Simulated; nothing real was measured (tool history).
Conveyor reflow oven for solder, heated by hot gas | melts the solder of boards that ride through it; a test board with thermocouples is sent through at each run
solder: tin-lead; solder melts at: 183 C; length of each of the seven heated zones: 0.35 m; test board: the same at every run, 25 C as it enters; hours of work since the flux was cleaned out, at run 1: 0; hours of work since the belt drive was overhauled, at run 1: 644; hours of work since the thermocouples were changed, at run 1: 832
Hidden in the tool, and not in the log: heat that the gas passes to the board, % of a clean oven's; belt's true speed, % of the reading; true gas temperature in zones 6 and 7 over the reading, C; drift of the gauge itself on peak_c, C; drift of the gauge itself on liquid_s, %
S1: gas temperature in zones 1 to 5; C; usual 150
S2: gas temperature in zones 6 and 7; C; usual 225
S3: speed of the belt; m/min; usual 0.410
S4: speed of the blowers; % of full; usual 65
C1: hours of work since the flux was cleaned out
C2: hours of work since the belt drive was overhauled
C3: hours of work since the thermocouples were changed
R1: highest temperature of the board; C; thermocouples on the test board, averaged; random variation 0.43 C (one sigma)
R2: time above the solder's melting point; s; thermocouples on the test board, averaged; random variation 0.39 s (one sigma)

run	day	S1	S2	S3	S4	C1	C2	C3	R1	R2
1	0.000	150	225	0.410	65	0	644	832	211.7	79.6
2	1.233	150	225	0.410	65	19	663	852	211.4	78.4
3	2.342	150	225	0.410	65	37	681	869	210.7	78.4
4	3.425	150	225	0.410	65	54	698	887	211.0	79.1
5	4.212	150	225	0.410	65	66	710	899	211.2	79.0
6	5.596	150	225	0.410	65	88	732	921	210.7	78.3
7	6.896	150	225	0.410	65	109	753	941	210.5	78.3
8	7.596	150	225	0.410	65	120	764	952	211.2	78.2
9	8.300	150	219	0.410	65	131	775	963	205.2	72.0
10	9.662	160	225	0.410	65	152	796	985	211.8	87.1
11	10.421	160	225	0.410	65	164	808	997	211.8	87.2
12	11.833	160	218	0.410	65	187	831	1019	205.9	79.5
13	13.104	160	218	0.410	65	207	851	1039	206.3	80.3
# day 13.429: flux residue cleaned out of gas plates and filters
14	14.767	142	222	0.346	51	21	874	1062	207.4	83.2
15	15.971	150	230	0.468	65	40	893	1081	210.5	66.8
16	16.779	144	237	0.474	76	53	905	1094	217.1	71.3
17	17.633	162	237	0.447	76	66	919	1108	223.0	89.5
18	18.308	150	225	0.410	67	77	929	1118	209.9	78.6
19	19.412	150	225	0.410	67	94	947	1136	210.7	77.7
20	20.454	147	229	0.410	65	111	963	1152	212.7	78.6
# day 21.575: flux residue cleaned out of gas plates and filters, once more
21	21.754	159	217	0.407	65	3	981	1169	205.9	79.4
# day 22.038: thermocouples of zones 6 and 7 changed
22	22.762	159	217	0.407	65	17	995	11	208.4	83.0
23	24.092	159	217	0.407	65	38	1016	32	208.2	83.3
24	25.329	159	217	0.422	65	58	1036	52	207.9	78.6
25	26.662	159	217	0.422	65	79	1057	73	206.7	78.2
26	27.429	154	224	0.339	65	91	1069	85	216.2	108.2

Forecast each of these 4 alternatives for the next run:
A	28.342	150	225	0.416	65	105	1083	99	?	?
B	28.342	142	234	0.410	65	105	1083	99	?	?
C	28.342	156	238	0.358	65	105	1083	99	?	?
D	28.342	150	225	0.430	65	105	1083	99	?	?

run	R1	R2
A	213.2	80.3
B	219.8	83.6
C	228.5	113.6
D	211.7	75.9
Without the tool's hidden state the same runs would have given:
run	R1	R2
A	213.1	78.0
B	219.6	81.2
C	228.4	110.5
D	211.6	73.6
